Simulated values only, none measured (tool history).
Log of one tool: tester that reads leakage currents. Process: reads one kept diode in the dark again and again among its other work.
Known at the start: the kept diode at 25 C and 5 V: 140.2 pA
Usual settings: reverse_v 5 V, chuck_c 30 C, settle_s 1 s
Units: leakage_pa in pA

run,hour,reverse_v,chuck_c,settle_s,leakage_pa
1,0,5,30,1,227.51
2,59.8,2.49,30,1,175.09
3,105.4,2.49,30,1,173.77
4,149.4,5,30,1,224.01
5,181.9,5,30,1,224.01
6,228.5,5,30,1,223.36
7,265.2,5,30,1,223.07
# hour 273.9: probe card cleaned and baked
8,302.8,5,30,1,227.01
9,356.1,5,30,1,225.24
10,386.9,5,30,1,224.52
11,423.7,5,30,1,224.82
12,451.9,5,30,1,222.44
13,487.4,2.14,45,0.53,594.85
14,545,2.14,45,0.53,589.71
# hour 608: probe card cleaned and baked, once more
15,608.4,10.73,53,0.51,1990.17
16,666.1,10.73,53,0.51,1992.91
17,733.1,10.73,53,0.51,1976.04
18,778.6,10.73,53,0.51,1970.33
19,826.4,5,30,0.46,202.87
20,878.9,5,30,0.46,201.51
21,927.2,2.92,30,1,166.48
22,974.4,2.92,30,1,165.62
23,1016.7,2.92,30,1,163.58
24,1064,9.05,30,1,245.43

4 ways to go on from here, each from the tool as it stands after run 24. What would each give?
A,1125.6,15.27,30,2.36,?
B,1125.6,5,37,0.86,?
C,1125.6,1.24,20,0.67,?
D,1125.6,13,30,1,?

run,leakage_pa
A,293.8
B,373.13
C,45.83
D,278.31
Without the tool's hidden state the same runs would have given:
run,leakage_pa
A,333.63
B,425.89
C,52.91
D,316.46
